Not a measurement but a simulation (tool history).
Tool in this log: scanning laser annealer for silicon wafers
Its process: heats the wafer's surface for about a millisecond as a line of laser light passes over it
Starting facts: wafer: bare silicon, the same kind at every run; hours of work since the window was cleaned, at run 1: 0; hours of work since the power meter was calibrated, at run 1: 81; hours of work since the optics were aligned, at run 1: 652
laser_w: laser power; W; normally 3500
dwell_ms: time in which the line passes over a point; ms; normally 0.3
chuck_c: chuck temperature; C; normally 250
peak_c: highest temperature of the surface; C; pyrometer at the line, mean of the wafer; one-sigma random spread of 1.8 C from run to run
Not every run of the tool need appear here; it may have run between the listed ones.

run,day,laser_w,dwell_ms,chuck_c,hours of work since the window was cleaned,hours of work since the power meter was calibrated,hours of work since the optics were aligned,peak_c
1,0,3500,0.3,250,0,81,652,958
2,2.271,3500,0.3,250,30,111,682,954
3,4.725,3492,0.3,250,62,144,714,949
4,6.658,3492,0.3,250,88,169,740,945
5,9.371,3492,0.3,250,124,205,776,946
6,12.371,3500,0.227,250,163,245,815,854
7,14.371,3500,0.227,250,190,271,842,853
8,15.896,3500,0.227,250,210,291,862,851
9,17.492,3500,0.227,250,231,312,883,848
10,20.121,3500,0.227,250,266,347,918,848
11,22.462,3500,0.3,266,297,378,949,947
12,25.088,3022,0.3,250,331,413,983,825
# day 26.138: window over the wafer cleaned
13,26.725,3500,0.3,250,8,433,1004,956
14,29.696,3500,0.3,250,47,472,1043,953
15,32.142,3500,0.3,250,79,505,1075,950
16,33.975,3500,0.288,250,103,529,1099,934
17,35.638,3589,0.3,250,125,551,1121,965
18,38.65,3589,0.3,250,165,591,1161,961
19,41,3009,0.3,236,196,622,1192,817
20,42.5,3821,0.223,275,216,642,1212,934
21,44.2,3700,0.22,233,239,664,1235,861
22,45.771,3838,0.264,233,259,685,1255,947
23,47.738,3081,0.3,260,285,711,1281,849
24,50.258,3081,0.3,260,319,744,1315,848
# day 52.05: window over the wafer cleaned
25,52.288,3081,0.271,274,3,770,1340,852
26,54.892,3081,0.271,274,38,804,1375,849
27,57.279,3081,0.271,274,69,836,1406,849
28,60.65,3182,0.34,277,114,880,1451,939

Expected results for the next run?
29,62.454,3182,0.34,277,137,904,1474,?

Run 29 came out at peak_c 934 C.
With the hidden condition absent and the run-to-run variation left alone, this run would have shown peak_c 954 C.
